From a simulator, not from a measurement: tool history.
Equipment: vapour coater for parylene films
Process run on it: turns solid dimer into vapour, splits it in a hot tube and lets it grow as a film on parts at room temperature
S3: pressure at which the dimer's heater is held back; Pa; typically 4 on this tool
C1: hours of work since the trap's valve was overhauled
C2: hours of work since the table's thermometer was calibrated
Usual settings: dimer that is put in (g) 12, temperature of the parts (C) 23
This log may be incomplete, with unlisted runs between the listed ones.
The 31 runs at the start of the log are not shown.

-- hour=561.8 trap's valve overhauled
run 32 hour=562 | dimer_that_is_put_in_(g)=10 temperature_of_the_parts_(C)=30 S3=4 | C1=0 C2=1069 | thickness_of_the_film_(µm)=5.28
run 33 hour=574.8 | dimer_that_is_put_in_(g)=10 temperature_of_the_parts_(C)=30 S3=4 | C1=11 C2=1080 | thickness_of_the_film_(µm)=5.25
run 34 hour=592.3 | dimer_that_is_put_in_(g)=16 temperature_of_the_parts_(C)=30 S3=4 | C1=26 C2=1095 | thickness_of_the_film_(µm)=8.43
run 35 hour=605.2 | dimer_that_is_put_in_(g)=9 temperature_of_the_parts_(C)=27 S3=2.97 | C1=37 C2=1106 | thickness_of_the_film_(µm)=5.34
run 36 hour=622.5 | dimer_that_is_put_in_(g)=9 temperature_of_the_parts_(C)=27 S3=2.97 | C1=52 C2=1120 | thickness_of_the_film_(µm)=5.34
run 37 hour=642 | dimer_that_is_put_in_(g)=13 temperature_of_the_parts_(C)=27 S3=6.32 | C1=69 C2=1137 | thickness_of_the_film_(µm)=6.66
run 38 hour=652.4 | dimer_that_is_put_in_(g)=13 temperature_of_the_parts_(C)=27 S3=6.32 | C1=78 C2=1146 | thickness_of_the_film_(µm)=6.59
run 39 hour=676.2 | dimer_that_is_put_in_(g)=9 temperature_of_the_parts_(C)=26 S3=2.32 | C1=98 C2=1167 | thickness_of_the_film_(µm)=5.66
run 40 hour=697 | dimer_that_is_put_in_(g)=15 temperature_of_the_parts_(C)=17 S3=2.34 | C1=116 C2=1184 | thickness_of_the_film_(µm)=10.58
run 41 hour=710.7 | dimer_that_is_put_in_(g)=10 temperature_of_the_parts_(C)=26 S3=9.12 | C1=128 C2=1196 | thickness_of_the_film_(µm)=4.77
run 42 hour=723.9 | dimer_that_is_put_in_(g)=10 temperature_of_the_parts_(C)=18 S3=9.12 | C1=139 C2=1208 | thickness_of_the_film_(µm)=5.6
run 43 hour=743 | dimer_that_is_put_in_(g)=13 temperature_of_the_parts_(C)=15 S3=2.3 | C1=156 C2=1224 | thickness_of_the_film_(µm)=9.05
run 44 hour=755.5 | dimer_that_is_put_in_(g)=13 temperature_of_the_parts_(C)=15 S3=2.3 | C1=166 C2=1235 | thickness_of_the_film_(µm)=9.13
run 45 hour=772.9 | dimer_that_is_put_in_(g)=12 temperature_of_the_parts_(C)=16 S3=2.34 | C1=181 C2=1250 | thickness_of_the_film_(µm)=8.36
run 46 hour=793.3 | dimer_that_is_put_in_(g)=12 temperature_of_the_parts_(C)=16 S3=2.34 | C1=199 C2=1267 | thickness_of_the_film_(µm)=8.25
-- hour=802.2 trap's valve overhauled
run 47 hour=811.7 | dimer_that_is_put_in_(g)=13 temperature_of_the_parts_(C)=23 S3=6.42 | C1=8 C2=1279 | thickness_of_the_film_(µm)=7.31
run 48 hour=824.2 | dimer_that_is_put_in_(g)=8 temperature_of_the_parts_(C)=23 S3=6.42 | C1=19 C2=1290 | thickness_of_the_film_(µm)=4.52

Below are 3 alternative next runs, each starting from the tool's condition after run 48. Predict each:
run A hour=847 | dimer_that_is_put_in_(g)=12 temperature_of_the_parts_(C)=33 S3=3.65 | C1=38 C2=1310 | thickness_of_the_film_(µm)=?
run B hour=847 | dimer_that_is_put_in_(g)=5 temperature_of_the_parts_(C)=25 S3=3.13 | C1=38 C2=1310 | thickness_of_the_film_(µm)=?
run C hour=847 | dimer_that_is_put_in_(g)=19 temperature_of_the_parts_(C)=23 S3=6.42 | C1=38 C2=1310 | thickness_of_the_film_(µm)=?

run=A thickness_of_the_film_(µm)=6.03
run=B thickness_of_the_film_(µm)=3.13
run=C thickness_of_the_film_(µm)=10.56
What these runs would have given with no unlogged condition in the tool:
run=A thickness_of_the_film_(µm)=5.98
run=B thickness_of_the_film_(µm)=3.11
run=C thickness_of_the_film_(µm)=10.49
